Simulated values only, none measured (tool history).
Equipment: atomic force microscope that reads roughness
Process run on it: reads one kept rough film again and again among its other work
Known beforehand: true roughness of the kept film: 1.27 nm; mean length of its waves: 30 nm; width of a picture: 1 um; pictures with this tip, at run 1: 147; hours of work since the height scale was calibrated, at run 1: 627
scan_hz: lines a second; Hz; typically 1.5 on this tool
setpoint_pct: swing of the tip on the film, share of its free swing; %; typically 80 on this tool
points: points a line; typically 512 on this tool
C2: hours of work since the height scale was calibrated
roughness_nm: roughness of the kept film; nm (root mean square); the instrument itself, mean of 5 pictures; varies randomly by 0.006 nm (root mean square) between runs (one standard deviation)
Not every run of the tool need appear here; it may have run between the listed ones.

Run 1, day 0: usual settings; pictures with this tip 147; C2 627. Result: roughness_nm 1.058 nm (root mean square).
Run 2, day 1.033: usual settings; pictures with this tip 177; C2 638. Result: roughness_nm 1.044 nm (root mean square).
Run 3, day 1.962: usual settings; pictures with this tip 204; C2 647. Result: roughness_nm 1.028 nm (root mean square).
Run 4, day 2.796: usual settings; pictures with this tip 228; C2 656. Result: roughness_nm 1.026 nm (root mean square).
Run 5, day 3.996: usual settings; pictures with this tip 263; C2 668. Result: roughness_nm 1.018 nm (root mean square).
At day 5.321: new tip fitted.
Run 6, day 5.454: usual settings; pictures with this tip 4; C2 683. Result: roughness_nm 1.124 nm (root mean square).
Run 7, day 6.533: usual settings; pictures with this tip 35; C2 694. Result: roughness_nm 1.108 nm (root mean square).
Run 8, day 7.629: usual settings; pictures with this tip 67; C2 706. Result: roughness_nm 1.099 nm (root mean square).
Run 9, day 8.462: usual settings; pictures with this tip 91; C2 714. Result: roughness_nm 1.088 nm (root mean square).
Run 10, day 9.312: usual settings; pictures with this tip 116; C2 723. Result: roughness_nm 1.082 nm (root mean square).
Run 11, day 10.604: usual settings; pictures with this tip 154; C2 737. Result: roughness_nm 1.06 nm (root mean square).
Run 12, day 11.662: usual settings; pictures with this tip 184; C2 747. Result: roughness_nm 1.053 nm (root mean square).
Run 13, day 13.125: usual settings; pictures with this tip 227; C2 763. Result: roughness_nm 1.047 nm (root mean square).
Run 14, day 13.912: usual settings; pictures with this tip 250; C2 771. Result: roughness_nm 1.022 nm (root mean square).
Run 15, day 15.371: usual settings; pictures with this tip 292; C2 786. Result: roughness_nm 1.018 nm (root mean square).
At day 15.662: new tip fitted.
Run 16, day 16.088: usual settings but scan_hz 0.66 Hz, setpoint_pct 56 %; pictures with this tip 13; C2 793. Result: roughness_nm 1.236 nm (root mean square).
Run 17, day 17.642: usual settings but scan_hz 0.66 Hz, setpoint_pct 56 %; pictures with this tip 58; C2 809. Result: roughness_nm 1.199 nm (root mean square).
Run 18, day 18.404: usual settings but scan_hz 0.66 Hz, setpoint_pct 76 %; pictures with this tip 80; C2 817. Result: roughness_nm 1.176 nm (root mean square).
Run 19, day 19.85: usual settings but scan_hz 3.75 Hz, setpoint_pct 76 %, points 629; pictures with this tip 122; C2 832. Result: roughness_nm 0.976 nm (root mean square).
Run 20, day 20.946: usual settings but scan_hz 1.6 Hz, setpoint_pct 58 %, points 629; pictures with this tip 154; C2 843. Result: roughness_nm 1.137 nm (root mean square).
Run 21, day 21.758: usual settings but scan_hz 0.54 Hz, setpoint_pct 83 %, points 365; pictures with this tip 178; C2 852. Result: roughness_nm 1.117 nm (root mean square).
Run 22, day 23.083: usual settings but scan_hz 2.98 Hz, setpoint_pct 87 %, points 365; pictures with this tip 216; C2 866. Result: roughness_nm 0.88 nm (root mean square).
Run 23, day 23.767: usual settings but scan_hz 1.56 Hz, setpoint_pct 66 %, points 751; pictures with this tip 236; C2 873. Result: roughness_nm 1.101 nm (root mean square).
Run 24, day 24.942: usual settings but scan_hz 1.56 Hz, setpoint_pct 66 %, points 364; pictures with this tip 270; C2 885. Result: roughness_nm 1.078 nm (root mean square).
Run 25, day 25.596: usual settings but scan_hz 1.56 Hz, setpoint_pct 66 %, points 364; pictures with this tip 289; C2 892. Result: roughness_nm 1.076 nm (root mean square).
At day 25.95: new tip fitted.
Run 26, day 27.154: usual settings but scan_hz 1.56 Hz, setpoint_pct 59 %, points 344; pictures with this tip 35; C2 907. Result: roughness_nm 1.183 nm (root mean square).
Run 27, day 27.929: usual settings but scan_hz 2.41 Hz, setpoint_pct 77 %, points 624; pictures with this tip 58; C2 915. Result: roughness_nm 1.054 nm (root mean square).
Run 28, day 29.329: usual settings but scan_hz 0.91 Hz, setpoint_pct 69 %; pictures with this tip 98; C2 930. Result: roughness_nm 1.162 nm (root mean square).
Run 29, day 30.579: usual settings but scan_hz 1.62 Hz, setpoint_pct 56 %; pictures with this tip 135; C2 943. Result: roughness_nm 1.169 nm (root mean square).

Alternative continuations, all from the tool just after run 29; predict every row:
Run A, day 31.504: usual settings but scan_hz 0.93 Hz, setpoint_pct 57 %, points 260; pictures with this tip 162; C2 952. Result: roughness_nm ?.
Run B, day 31.504: usual settings but scan_hz 0.68 Hz, points 854; pictures with this tip 162; C2 952. Result: roughness_nm ?.
Run C, day 31.504: usual settings but scan_hz 1.62 Hz, setpoint_pct 58 %; pictures with this tip 162; C2 952. Result: roughness_nm ?.

run  roughness_nm
  A         1.151
  B          1.13
  C         1.149
What these runs would have given with no unlogged condition in the tool:
run  roughness_nm
  A         1.195
  B         1.174
  C         1.193
